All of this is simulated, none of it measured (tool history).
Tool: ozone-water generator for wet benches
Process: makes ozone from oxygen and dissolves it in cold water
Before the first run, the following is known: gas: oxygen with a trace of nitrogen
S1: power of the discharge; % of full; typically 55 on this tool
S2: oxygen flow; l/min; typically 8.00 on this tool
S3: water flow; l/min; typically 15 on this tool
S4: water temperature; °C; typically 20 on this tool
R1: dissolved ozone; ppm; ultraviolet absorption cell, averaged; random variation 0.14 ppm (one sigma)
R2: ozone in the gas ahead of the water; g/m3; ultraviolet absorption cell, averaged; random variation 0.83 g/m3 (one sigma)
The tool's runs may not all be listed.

run   hour  S1    S2  S3  S4    R1     R2
  1    0.0  55  8.00  15  20  14.0  128.5
  2   69.6  55  8.00  15  20  14.4  128.4
  3  127.4  55  8.00  15  20  14.4  129.2
  4  202.6  55  8.00  15  20  14.3  128.0
  5  272.8  55  8.00  15  20  14.4  127.9
  6  342.4  55  8.00  15  12  16.9  126.9
  7  372.7  55  5.43  15  20  15.5  164.0
     382.2  -- contactor cleaned
  8  427.9  53  8.00  15  20  13.6  123.7
  9  485.0  67  8.08  15  20  16.8  148.9
     520.6  -- contactor cleaned, once more
 10  557.5  67  8.08  15  20  17.3  148.5
 11  624.9  91  7.70  18  25  17.6  200.1
 12  690.4  55  8.10  15  20  14.7  126.7
 13  760.8  55  8.10  15  20  14.5  126.1
 14  823.3  92  7.69  13  13  28.6  198.1
 15  872.4  84  7.55  11  15  28.7  185.8

Alternative continuations, all from the tool just after run 15; predict every row:
  A  945.3  51  8.00  15  23   ?   ?
  B  945.3  48  7.55   9  27   ?   ?
  C  945.3  55  8.00  12  19   ?   ?
  D  945.3  53  8.00  19  20   ?   ?
  E  945.3  41  5.32  15  20   ?   ?

run    R1     R2
  A  12.6  119.3
  B  15.4  117.6
  C  17.1  125.5
  D  11.6  124.4
  E  12.5  129.1
With the hidden condition removed and each run's random variation left untouched, the same runs would have given:
run    R1     R2
  A  13.3  123.4
  B  16.1  121.4
  C  18.0  130.3
  D  12.3  128.8
  E  13.0  132.5
